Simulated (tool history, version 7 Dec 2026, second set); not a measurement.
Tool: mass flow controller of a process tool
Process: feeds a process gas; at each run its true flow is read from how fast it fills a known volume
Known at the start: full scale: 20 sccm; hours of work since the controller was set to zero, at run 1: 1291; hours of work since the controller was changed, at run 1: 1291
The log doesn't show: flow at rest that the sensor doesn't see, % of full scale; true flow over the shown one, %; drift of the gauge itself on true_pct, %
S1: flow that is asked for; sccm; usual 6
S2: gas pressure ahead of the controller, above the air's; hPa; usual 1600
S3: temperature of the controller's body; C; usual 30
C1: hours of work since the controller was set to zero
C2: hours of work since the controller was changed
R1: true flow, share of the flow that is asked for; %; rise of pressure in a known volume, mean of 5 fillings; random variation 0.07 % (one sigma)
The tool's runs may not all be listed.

run	day	S1	S2	S3	C1	C2	R1
1	0	6	1600	30	1291	1291	98.53
2	1.692	6	1600	30	1307	1307	98.56
3	4.012	6	1600	30	1329	1329	98.55
4	6.208	6	1600	30	1350	1350	98.47
5	7.783	6	1600	30	1364	1364	98.47
# day 8.079: controller's zero set anew
6	9.467	6	1600	30	13	1380	99.14
7	11.854	6	1600	30	36	1403	99.02
8	13.858	6	1600	30	55	1422	99.04
9	17.05	4	2290	36	85	1452	98.72
10	20.183	4	2500	30	114	1481	99.29
11	23.608	6	1940	27	147	1514	99.35
# day 23.988: controller's zero set anew, once more
12	25.858	6	1940	27	18	1535	97.82

Run 13 comes next. What will it give?
13	29.096	11	1650	25	48	1566	?

{"run 13": {"R1": 98.57}}
Without the tool's hidden state the same run would have given R1 99.27 %.
